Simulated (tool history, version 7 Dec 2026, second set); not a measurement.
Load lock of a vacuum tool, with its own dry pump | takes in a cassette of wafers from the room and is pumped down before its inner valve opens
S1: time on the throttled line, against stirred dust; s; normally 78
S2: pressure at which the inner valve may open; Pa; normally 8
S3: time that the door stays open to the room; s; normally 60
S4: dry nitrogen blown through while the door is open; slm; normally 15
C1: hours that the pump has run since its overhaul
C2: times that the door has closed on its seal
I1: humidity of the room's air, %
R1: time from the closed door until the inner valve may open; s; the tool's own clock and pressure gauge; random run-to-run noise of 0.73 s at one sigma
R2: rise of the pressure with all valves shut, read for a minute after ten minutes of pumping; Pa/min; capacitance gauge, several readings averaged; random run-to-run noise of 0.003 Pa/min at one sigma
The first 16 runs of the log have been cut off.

run	day	S1	S2	S3	S4	C1	C2	I1	R1	R2
17	225.512	78	8	60	15	12420	24752	43.8	145.5	0.085
18	241.138	78	8	60	15	12795	26044	46.9	144.7	0.086
19	259.871	78	8	60	15	13244	27594	44.4	145.1	0.091
20	275.354	78	7	60	15	13616	28875	43.2	147.9	0.092
21	294.621	98	11	44	19	14078	30469	46.1	156.8	0.094
22	311.938	98	11	44	19	14494	31902	45.7	158	0.092
23	324.217	87	8	60	15	14789	32918	47	150.9	0.105
24	342.946	87	8	60	15	15238	34467	46.7	152.6	0.109
25	355.546	89	8	90	15	15540	35510	46.8	154.1	0.124
26	365.225	85	8	64	15	15773	36311	42.6	151.1	0.12
27	376.812	129	8	48	15	16051	37269	43.4	184.9	0.115
28	388.483	129	8	48	15	16331	38235	47.1	183.3	0.125
29	401.092	129	8	48	15	16633	39278	45.4	184.2	0.12
30	420.446	78	7	60	21	17098	40879	49.1	148.6	0.135

What will run 31 give?
31	430.5	87	7	238	14	17339	41711	42.1	?	?

Run 31 produced R1 152.9 s, R2 0.173 Pa/min.
Take away the tool's hidden state, keep the run-to-run variation as it was, and the same run would have given R1 144 s, R2 0.078 Pa/min.
